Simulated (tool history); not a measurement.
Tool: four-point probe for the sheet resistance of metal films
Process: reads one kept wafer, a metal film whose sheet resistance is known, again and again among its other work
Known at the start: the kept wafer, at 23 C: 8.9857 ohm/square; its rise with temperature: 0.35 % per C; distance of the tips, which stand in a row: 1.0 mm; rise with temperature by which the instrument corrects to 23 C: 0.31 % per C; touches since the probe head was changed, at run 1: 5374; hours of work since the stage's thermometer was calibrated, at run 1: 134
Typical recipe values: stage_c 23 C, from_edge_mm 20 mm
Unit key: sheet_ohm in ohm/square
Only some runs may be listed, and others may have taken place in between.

run    day  stage_c  from_edge_mm  touches since the probe head was changed  hours of work since the stage's thermometer was calibrated  sheet_ohm
  1      0       23            20                                      5374                                                         134   8.996212
  2   0.55       23            20                                      5791                                                         143   9.000325
  3  1.212       23            20                                      6292                                                         154   8.998035
  4  2.021       23            20                                      6906                                                         167   9.001417
  5   2.45       23            20                                      7232                                                         175   9.001238
  6  3.188       23            14                                      7791                                                         187   9.013573
  7   3.75       23             6                                      8217                                                         196   9.119346
  8  4.325       23             6                                      8653                                                         206   9.118456
  9  4.888       33            15                                      9079                                                         215   9.037629
 10  5.471       18            15                                      9520                                                         225    8.99218
 11  6.142       21            75                                     10028                                                         236   8.978082
 12  6.604       28             5                                     10379                                                         244   9.189587
 13   7.15       26            11                                     10793                                                         253   9.036968
 14  7.604       29            14                                     11137                                                         261   9.030024
 15  8.129       29            14                                     11535                                                         269   9.028402

Here are 3 independent what-if runs from the current tool condition. What would each one return?
  A  8.492       29            15                                     11808                                                         275          ?
  B  8.492       23            14                                     11808                                                         275          ?
  C  8.492       21            11                                     11808                                                         275          ?

run  sheet_ohm
  A   9.028735
  B   9.009588
  C    9.02296
Take away the tool's hidden state, keep each run's random variation, and the runs would have read:
run  sheet_ohm
  A    9.02825
  B   9.009101
  C   9.022472

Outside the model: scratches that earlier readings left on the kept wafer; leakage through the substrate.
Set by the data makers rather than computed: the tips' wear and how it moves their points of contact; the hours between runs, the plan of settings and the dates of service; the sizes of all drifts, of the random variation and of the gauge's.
